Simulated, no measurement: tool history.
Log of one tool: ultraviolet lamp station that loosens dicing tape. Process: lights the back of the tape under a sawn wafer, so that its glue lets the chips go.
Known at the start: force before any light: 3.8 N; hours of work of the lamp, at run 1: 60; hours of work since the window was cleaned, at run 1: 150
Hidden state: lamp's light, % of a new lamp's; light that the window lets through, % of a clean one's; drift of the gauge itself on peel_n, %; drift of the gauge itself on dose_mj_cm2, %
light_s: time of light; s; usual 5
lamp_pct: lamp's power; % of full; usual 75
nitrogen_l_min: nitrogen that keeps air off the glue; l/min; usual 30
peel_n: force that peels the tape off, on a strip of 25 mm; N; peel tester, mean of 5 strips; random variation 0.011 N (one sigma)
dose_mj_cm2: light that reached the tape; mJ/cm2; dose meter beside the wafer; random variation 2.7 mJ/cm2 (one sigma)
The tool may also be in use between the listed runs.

run,hour,light_s,lamp_pct,nitrogen_l_min,hours of work of the lamp,hours of work since the window was cleaned,peel_n,dose_mj_cm2
1,0.0,5,75,30,60,150,0.593,335
2,71.5,5,75,11,89,180,1.003,331
3,122.6,5,75,11,111,201,1.052,325
4,196.9,5,75,11,142,232,1.076,317
5,230.7,5,75,17,156,246,0.884,315
6,284.0,5,75,30,178,268,0.725,305
7,341.0,5,75,30,202,292,0.715,300
8,387.7,5,75,30,221,311,0.709,291
# hour 394.3: window cleaned of glue's vapour
9,448.3,5,75,30,246,22,0.615,327
10,507.5,5,75,30,271,47,0.654,321
11,571.2,5,83,30,297,74,0.579,344
12,623.4,5,83,30,319,95,0.583,343
13,662.1,5,75,30,335,112,0.694,306
14,693.7,5,75,15,348,125,0.999,301
15,738.9,5,75,15,367,144,1.057,298
16,779.5,5,67,30,384,160,0.843,260
17,838.0,5,75,30,409,185,0.755,286
18,884.0,5,75,30,428,204,0.777,282
19,945.6,5,80,30,453,230,0.737,289
20,980.4,9,75,30,468,244,0.351,485
21,1017.5,2,75,30,483,260,2.024,105
22,1073.3,2,75,30,507,283,2.003,100
23,1125.9,9,75,41,529,305,0.345,460
# hour 1151.7: window cleaned of glue's vapour
24,1191.4,6,97,10,556,17,0.771,436
25,1231.4,7,75,30,572,33,0.508,386
26,1302.9,7,75,27,602,63,0.550,375
27,1337.7,2,67,19,617,77,2.289,93
28,1405.6,8,69,50,645,106,0.410,374
29,1457.3,2,69,46,666,127,2.026,94
30,1528.3,2,69,46,696,157,1.983,90
31,1567.9,5,75,33,712,173,0.947,238
32,1623.3,5,75,33,736,196,0.953,231
# hour 1660.4: lamp changed
33,1700.4,4,75,33,17,228,0.777,269
34,1731.1,2,62,35,29,241,1.924,110
35,1765.1,4,96,29,44,255,0.611,334
36,1800.4,5,96,42,58,270,0.383,413
37,1850.2,5,96,42,79,291,0.396,409
# hour 1907.3: window cleaned of glue's vapour
38,1922.6,6,66,41,109,6,0.437,375
39,1970.6,7,90,30,129,26,0.290,585
40,2041.1,7,90,30,158,56,0.284,567
41,2101.1,7,90,30,183,81,0.305,559
42,2163.7,7,90,30,209,107,0.316,548
43,2235.9,7,90,30,240,137,0.339,528

Forecast each of these 3 alternatives for the next run:
A,2302.4,9,85,10,267,165,?,?
B,2302.4,7,92,30,267,165,?,?
C,2302.4,5,79,22,267,165,?,?

run,peel_n,dose_mj_cm2
A,0.471,628
B,0.330,528
C,0.724,322
Without the tool's hidden state the same runs would have given:
run,peel_n,dose_mj_cm2
A,0.357,769
B,0.270,646
C,0.543,395
